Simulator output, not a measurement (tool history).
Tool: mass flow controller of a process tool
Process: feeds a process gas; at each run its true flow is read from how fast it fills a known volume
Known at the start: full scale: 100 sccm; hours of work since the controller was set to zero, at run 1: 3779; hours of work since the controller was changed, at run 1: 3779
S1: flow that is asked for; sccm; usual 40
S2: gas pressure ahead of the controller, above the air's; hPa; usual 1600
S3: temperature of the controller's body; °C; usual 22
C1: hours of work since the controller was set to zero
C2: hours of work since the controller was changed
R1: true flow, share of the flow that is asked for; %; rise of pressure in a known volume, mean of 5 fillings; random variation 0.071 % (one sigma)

| run | hour | S1 | S2 | S3 | C1 | C2 | R1 |
|---|---|---|---|---|---|---|---|
| 1 | 0.0 | 40 | 1600 | 22 | 3779 | 3779 | 99.82 |
| 2 | 248.4 | 40 | 2420 | 22 | 3871 | 3871 | 100.16 |
| 3 | 427.6 | 40 | 1600 | 22 | 3937 | 3937 | 99.95 |
| 4 | 689.9 | 40 | 1600 | 22 | 4034 | 4034 | 99.98 |
| 5 | 923.4 | 40 | 1600 | 22 | 4120 | 4120 | 99.94 |
| 6 | 1166.9 | 40 | 1600 | 22 | 4210 | 4210 | 100.05 |
| 7 | 1435.0 | 58 | 2700 | 27 | 4309 | 4309 | 99.87 |
| 8 | 1608.4 | 52 | 2700 | 27 | 4373 | 4373 | 99.83 |
| 9 | 1806.4 | 52 | 2700 | 27 | 4446 | 4446 | 99.85 |
| 10 | 2006.8 | 15 | 2700 | 31 | 4520 | 4520 | 99.18 |

The next listed run, before its measurement:
| 11 | 2273.1 | 40 | 2120 | 31 | 4618 | 4618 | ? |

R1: 99.40 %
Without the tool's hidden state the same run would have given R1 99.09 %.

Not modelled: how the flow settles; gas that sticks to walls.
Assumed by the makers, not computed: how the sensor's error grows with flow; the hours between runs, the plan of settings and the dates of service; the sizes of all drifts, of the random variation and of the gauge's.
